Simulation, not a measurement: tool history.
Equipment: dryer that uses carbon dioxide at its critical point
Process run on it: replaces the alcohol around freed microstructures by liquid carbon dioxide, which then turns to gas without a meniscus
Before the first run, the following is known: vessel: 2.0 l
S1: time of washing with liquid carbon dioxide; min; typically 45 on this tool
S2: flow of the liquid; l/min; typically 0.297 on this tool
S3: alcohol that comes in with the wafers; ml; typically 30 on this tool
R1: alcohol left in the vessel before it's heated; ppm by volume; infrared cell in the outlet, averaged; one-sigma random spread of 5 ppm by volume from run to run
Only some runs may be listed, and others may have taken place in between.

Run 1, day 0.000: usual settings. Result: R1 72 ppm by volume.
Run 2, day 1.146: usual settings but S2 0.400 l/min. Result: R1 34 ppm by volume.
Run 3, day 2.504: usual settings but S1 49 min, S2 0.400 l/min. Result: R1 40 ppm by volume.
Run 4, day 3.688: usual settings but S1 49 min, S2 0.400 l/min. Result: R1 41 ppm by volume.
Run 5, day 4.975: usual settings but S1 49 min, S2 0.400 l/min. Result: R1 50 ppm by volume.
Run 6, day 5.858: usual settings. Result: R1 107 ppm by volume.
Run 7, day 6.875: usual settings. Result: R1 108 ppm by volume.
Run 8, day 8.225: usual settings. Result: R1 117 ppm by volume.
Run 9, day 8.875: usual settings but S1 59 min. Result: R1 71 ppm by volume.
Run 10, day 9.592: usual settings but S1 59 min. Result: R1 79 ppm by volume.
Run 11, day 10.654: usual settings but S1 59 min. Result: R1 83 ppm by volume.
Run 12, day 11.896: usual settings but S1 38 min, S3 82 ml. Result: R1 466 ppm by volume.
Run 13, day 13.121: usual settings but S2 0.189 l/min. Result: R1 610 ppm by volume.
Run 14, day 13.683: usual settings but S2 0.189 l/min. Result: R1 597 ppm by volume.
Run 15, day 14.621: usual settings but S1 50 min, S2 0.401 l/min, S3 105 ml. Result: R1 89 ppm by volume.
Run 16, day 15.288: usual settings but S1 50 min, S2 0.401 l/min, S3 105 ml. Result: R1 98 ppm by volume.
Run 17, day 16.317: usual settings but S3 65 ml. Result: R1 247 ppm by volume.
At day 16.596: inlet filter changed.
Run 18, day 17.683: usual settings but S3 65 ml. Result: R1 171 ppm by volume.
Run 19, day 18.746: usual settings but S1 48 min, S2 0.368 l/min, S3 104 ml. Result: R1 114 ppm by volume.
Run 20, day 19.500: usual settings but S1 48 min, S2 0.381 l/min, S3 96 ml. Result: R1 110 ppm by volume.
Run 21, day 20.642: usual settings but S1 44 min, S3 54 ml. Result: R1 190 ppm by volume.
Run 22, day 21.875: usual settings but S1 44 min, S3 54 ml. Result: R1 194 ppm by volume.

Each row is a separate what-if for the run after 22, all from the same tool condition, not one after another. Results?
Run A, day 23.212: usual settings but S1 44 min, S2 0.334 l/min. Result: R1 ?.
Run B, day 23.212: usual settings but S1 55 min, S2 0.226 l/min, S3 35 ml. Result: R1 ?.
Run C, day 23.212: usual settings but S1 39 min, S3 56 ml. Result: R1 ?.
Run D, day 23.212: usual settings but S1 42 min, S2 0.347 l/min, S3 45 ml. Result: R1 ?.
Run E, day 23.212: usual settings but S1 31 min, S2 0.469 l/min, S3 40 ml. Result: R1 ?.

run   R1
  A  156
  B  206
  C  298
  D  161
  E  148
Without the tool's unlogged condition, the same runs would have read:
run   R1
  A   33
  B   74
  C  155
  D   40
  E   27
